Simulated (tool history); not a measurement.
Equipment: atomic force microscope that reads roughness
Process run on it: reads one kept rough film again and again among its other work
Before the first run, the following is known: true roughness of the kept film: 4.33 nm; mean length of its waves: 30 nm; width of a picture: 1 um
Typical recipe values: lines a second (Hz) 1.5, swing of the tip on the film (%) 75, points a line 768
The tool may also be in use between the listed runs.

run    hour  lines a second (Hz)  swing of the tip on the film (%)  points a line  roughness of the kept film (nm (root mean square))
  1       0                  1.5                                75            768                                               3.297
  2    66.6                  1.5                                75            768                                               2.952
       72.4  -- new tip fitted
  3   103.6                  1.5                                75            768                                               3.235
      166.8  -- new tip fitted
  4   189.2                  1.5                                75            768                                               3.266
  5   244.2                  1.5                                75            768                                               2.969
      264.4  -- new tip fitted
  6   300.2                  1.5                                75            768                                               3.183
      357.1  -- new tip fitted
  7   385.2                  1.5                                75            768                                                3.21
  8   430.9                  1.5                                75            768                                               2.976
      451.6  -- new tip fitted
  9   512.3                  1.5                                75            768                                               3.058
      548.2  -- new tip fitted
 10   564.5                  1.5                                75            320                                               3.238
 11   602.5                  1.5                                75            320                                               3.052
      643.2  -- new tip fitted
 12   689.5                  1.5                                75            320                                                3.06
      737.5  -- new tip fitted
 13   737.5                 1.82                                77            359                                               3.238
 14   813.6                 1.79                                81            473                                               2.829
      831.6  -- new tip fitted
 15   852.1                 0.81                                69            298                                               3.404
 16     891                 0.81                                69            298                                               3.189
      925.8  -- new tip fitted
 17   961.2                 1.19                                75            749                                               3.206
 18    1015                 1.09                                75            353                                               2.932
     1021.3  -- new tip fitted
 19  1052.1                  1.8                                62            291                                               3.296
 20  1109.1                  1.8                                62            291                                               3.002

Here are 3 independent what-if runs from the current tool condition. What would each one return?
     1116.1  -- new tip fitted
  A  1155.6                 2.39                                82            408                                                   ?
     1116.1  -- new tip fitted
  B  1155.6                 1.27                                66            490                                                   ?
     1116.1  -- new tip fitted
  C  1155.6                 3.65                                75            558                                                   ?

run  roughness of the kept film (nm (root mean square))
  A                                               2.813
  B                                               3.282
  C                                               2.754
Without the tool's hidden state the same runs would have given:
run  roughness of the kept film (nm (root mean square))
  A                                               3.112
  B                                               3.632
  C                                               3.048

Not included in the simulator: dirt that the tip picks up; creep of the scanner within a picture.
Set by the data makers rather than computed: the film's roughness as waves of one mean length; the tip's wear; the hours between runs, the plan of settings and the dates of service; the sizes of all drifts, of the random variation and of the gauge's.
